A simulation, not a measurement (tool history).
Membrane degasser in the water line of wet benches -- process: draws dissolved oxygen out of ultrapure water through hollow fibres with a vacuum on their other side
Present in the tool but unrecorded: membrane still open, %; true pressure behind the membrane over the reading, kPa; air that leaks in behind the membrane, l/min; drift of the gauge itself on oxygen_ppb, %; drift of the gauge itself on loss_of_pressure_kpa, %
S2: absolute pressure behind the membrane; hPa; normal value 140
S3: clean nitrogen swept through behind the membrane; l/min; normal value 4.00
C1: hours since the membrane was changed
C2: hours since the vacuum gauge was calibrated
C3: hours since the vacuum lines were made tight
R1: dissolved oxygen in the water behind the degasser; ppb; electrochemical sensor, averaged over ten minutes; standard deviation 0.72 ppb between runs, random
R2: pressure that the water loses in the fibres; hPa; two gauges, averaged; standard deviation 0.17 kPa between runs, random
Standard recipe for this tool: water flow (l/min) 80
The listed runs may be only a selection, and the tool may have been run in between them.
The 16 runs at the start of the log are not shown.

run 17 hour=2611.2 | water_flow_(l/min)=116 S2=140 S3=6.72 | C1=5183 C2=3965 C3=6758 | R1=413.7 R2=968.0
-- hour=2684.4 seals of the vacuum lines changed
run 18 hour=2731.6 | water_flow_(l/min)=116 S2=140 S3=6.72 | C1=5301 C2=4083 C3=47 | R1=415.1 R2=963.5
run 19 hour=2889.2 | water_flow_(l/min)=99 S2=140 S3=11.29 | C1=5459 C2=4241 C3=205 | R1=225.3 R2=822.6
run 20 hour=3039.1 | water_flow_(l/min)=56 S2=140 S3=11.29 | C1=5609 C2=4391 C3=355 | R1=128.8 R2=463.6
run 21 hour=3226.0 | water_flow_(l/min)=56 S2=140 S3=11.29 | C1=5795 C2=4578 C3=542 | R1=128.9 R2=464.5
run 22 hour=3322.8 | water_flow_(l/min)=60 S2=203 S3=4.00 | C1=5892 C2=4674 C3=638 | R1=555.0 R2=499.9
run 23 hour=3551.9 | water_flow_(l/min)=63 S2=231 S3=4.00 | C1=6121 C2=4904 C3=867 | R1=664.6 R2=524.0
run 24 hour=3763.8 | water_flow_(l/min)=54 S2=227 S3=1.84 | C1=6333 C2=5116 C3=1079 | R1=1075.9 R2=449.1
run 25 hour=3923.1 | water_flow_(l/min)=80 S2=140 S3=7.17 | C1=6493 C2=5275 C3=1239 | R1=276.7 R2=668.3
run 26 hour=4062.2 | water_flow_(l/min)=80 S2=140 S3=8.71 | C1=6632 C2=5414 C3=1378 | R1=231.1 R2=665.6
run 27 hour=4172.7 | water_flow_(l/min)=80 S2=110 S3=7.09 | C1=6742 C2=5524 C3=1488 | R1=203.8 R2=665.7
run 28 hour=4268.6 | water_flow_(l/min)=80 S2=110 S3=7.09 | C1=6838 C2=5620 C3=1584 | R1=203.8 R2=665.3
run 29 hour=4482.6 | water_flow_(l/min)=80 S2=110 S3=7.09 | C1=7052 C2=5834 C3=1798 | R1=203.5 R2=668.0
run 30 hour=4681.7 | water_flow_(l/min)=54 S2=86 S3=8.81 | C1=7251 C2=6033 C3=1997 | R1=79.7 R2=448.8

Consider 5 possible next runs. They are alternatives, not a sequence: every one starts from the tool as it was left by run 30. What does each give?
run A hour=4821.0 | water_flow_(l/min)=80 S2=164 S3=6.58 | C1=7390 C2=6173 C3=2137 | R1=? R2=?
run B hour=4821.0 | water_flow_(l/min)=80 S2=140 S3=1.64 | C1=7390 C2=6173 C3=2137 | R1=? R2=?
run C hour=4821.0 | water_flow_(l/min)=54 S2=86 S3=4.63 | C1=7390 C2=6173 C3=2137 | R1=? R2=?
run D hour=4821.0 | water_flow_(l/min)=56 S2=290 S3=6.46 | C1=7390 C2=6173 C3=2137 | R1=? R2=?
run E hour=4821.0 | water_flow_(l/min)=80 S2=140 S3=2.64 | C1=7390 C2=6173 C3=2137 | R1=? R2=?

run=A R1=360.8 R2=667.0
run=B R1=923.5 R2=669.6
run=C R1=144.6 R2=446.5
run=D R1=501.0 R2=466.2
run=E R1=645.3 R2=667.2
Without the tool's hidden state the same runs would have given:
run=A R1=360.7 R2=666.9
run=B R1=923.2 R2=669.5
run=C R1=144.6 R2=446.4
run=D R1=501.0 R2=466.1
run=E R1=645.1 R2=667.1
